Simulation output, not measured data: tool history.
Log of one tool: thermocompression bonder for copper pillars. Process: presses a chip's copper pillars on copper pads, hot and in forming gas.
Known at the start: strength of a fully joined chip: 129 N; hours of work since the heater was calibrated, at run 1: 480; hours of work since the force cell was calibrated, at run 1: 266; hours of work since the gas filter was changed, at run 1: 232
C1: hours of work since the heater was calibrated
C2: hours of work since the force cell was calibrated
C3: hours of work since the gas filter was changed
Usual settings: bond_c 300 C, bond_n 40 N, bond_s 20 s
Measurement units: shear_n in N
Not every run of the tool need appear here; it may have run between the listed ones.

run 1 hour=0.0 | bond_c=300 bond_n=40 bond_s=20 | C1=480 C2=266 C3=232 | shear_n=70.3
run 2 hour=10.0 | bond_c=309 bond_n=40 bond_s=20 | C1=487 C2=273 C3=239 | shear_n=79.6
-- hour=18.0 forming gas filter changed
run 3 hour=21.6 | bond_c=309 bond_n=40 bond_s=20 | C1=495 C2=282 C3=3 | shear_n=80.9
run 4 hour=33.9 | bond_c=309 bond_n=40 bond_s=20 | C1=504 C2=290 C3=12 | shear_n=80.6
run 5 hour=43.3 | bond_c=309 bond_n=40 bond_s=20 | C1=511 C2=297 C3=18 | shear_n=81.6
run 6 hour=60.4 | bond_c=309 bond_n=40 bond_s=20 | C1=524 C2=310 C3=31 | shear_n=81.4
run 7 hour=69.0 | bond_c=300 bond_n=40 bond_s=20 | C1=530 C2=316 C3=37 | shear_n=72.7
run 8 hour=79.6 | bond_c=300 bond_n=40 bond_s=20 | C1=538 C2=324 C3=45 | shear_n=72.8
run 9 hour=96.0 | bond_c=300 bond_n=40 bond_s=20 | C1=550 C2=336 C3=57 | shear_n=73.1
-- hour=98.7 force cell calibrated
run 10 hour=111.4 | bond_c=300 bond_n=40 bond_s=20 | C1=560 C2=9 C3=67 | shear_n=73.6
run 11 hour=125.9 | bond_c=300 bond_n=26 bond_s=20 | C1=570 C2=20 C3=77 | shear_n=54.6
run 12 hour=141.8 | bond_c=300 bond_n=40 bond_s=11 | C1=582 C2=31 C3=89 | shear_n=60.6
run 13 hour=156.4 | bond_c=300 bond_n=40 bond_s=11 | C1=592 C2=42 C3=100 | shear_n=60.5
run 14 hour=173.6 | bond_c=300 bond_n=40 bond_s=20 | C1=605 C2=55 C3=112 | shear_n=74.0
-- hour=180.0 force cell calibrated, once more
run 15 hour=183.8 | bond_c=300 bond_n=46 bond_s=11 | C1=611 C2=3 C3=118 | shear_n=63.9
run 16 hour=194.1 | bond_c=300 bond_n=46 bond_s=11 | C1=619 C2=10 C3=126 | shear_n=64.4
run 17 hour=205.1 | bond_c=319 bond_n=52 bond_s=40 | C1=627 C2=18 C3=134 | shear_n=110.6
run 18 hour=219.9 | bond_c=319 bond_n=52 bond_s=40 | C1=638 C2=29 C3=145 | shear_n=111.3
run 19 hour=236.4 | bond_c=319 bond_n=52 bond_s=40 | C1=649 C2=41 C3=157 | shear_n=111.0
run 20 hour=252.3 | bond_c=319 bond_n=52 bond_s=13 | C1=661 C2=53 C3=168 | shear_n=89.3
run 21 hour=265.0 | bond_c=319 bond_n=52 bond_s=13 | C1=670 C2=62 C3=178 | shear_n=88.6
run 22 hour=274.2 | bond_c=319 bond_n=52 bond_s=13 | C1=677 C2=68 C3=184 | shear_n=88.6
run 23 hour=287.1 | bond_c=318 bond_n=39 bond_s=25 | C1=686 C2=78 C3=194 | shear_n=89.3
run 24 hour=300.7 | bond_c=323 bond_n=36 bond_s=20 | C1=696 C2=88 C3=203 | shear_n=84.6
run 25 hour=313.4 | bond_c=323 bond_n=36 bond_s=20 | C1=706 C2=97 C3=213 | shear_n=85.3
run 26 hour=321.6 | bond_c=311 bond_n=48 bond_s=20 | C1=711 C2=103 C3=219 | shear_n=88.7
run 27 hour=337.1 | bond_c=319 bond_n=30 bond_s=19 | C1=723 C2=114 C3=230 | shear_n=73.1
run 28 hour=345.8 | bond_c=307 bond_n=43 bond_s=37 | C1=729 C2=121 C3=236 | shear_n=93.6

Per-run results on a tool with no hidden state, each run keeping its own random variation:
Hidden state at play: true temperature of the bond over the reading, C; force that reaches the chip, % of what is set; oxide that the forming gas leaves, % of the face; drift of the gauge itself on shear_n, %.
run=1 shear_n=68.6
run=2 shear_n=78.2
run=3 shear_n=76.9
run=4 shear_n=76.6
run=5 shear_n=77.6
run=6 shear_n=77.4
run=7 shear_n=68.7
run=8 shear_n=68.8
run=9 shear_n=69.1
run=10 shear_n=68.8
run=11 shear_n=50.5
run=12 shear_n=56.2
run=13 shear_n=56.1
run=14 shear_n=69.2
run=15 shear_n=61.8
run=16 shear_n=62.3
run=17 shear_n=110.4
run=18 shear_n=111.2
run=19 shear_n=111.0
run=20 shear_n=87.9
run=21 shear_n=87.2
run=22 shear_n=87.2
run=23 shear_n=88.0
run=24 shear_n=83.2
run=25 shear_n=83.8
run=26 shear_n=87.3
run=27 shear_n=71.2
run=28 shear_n=92.5
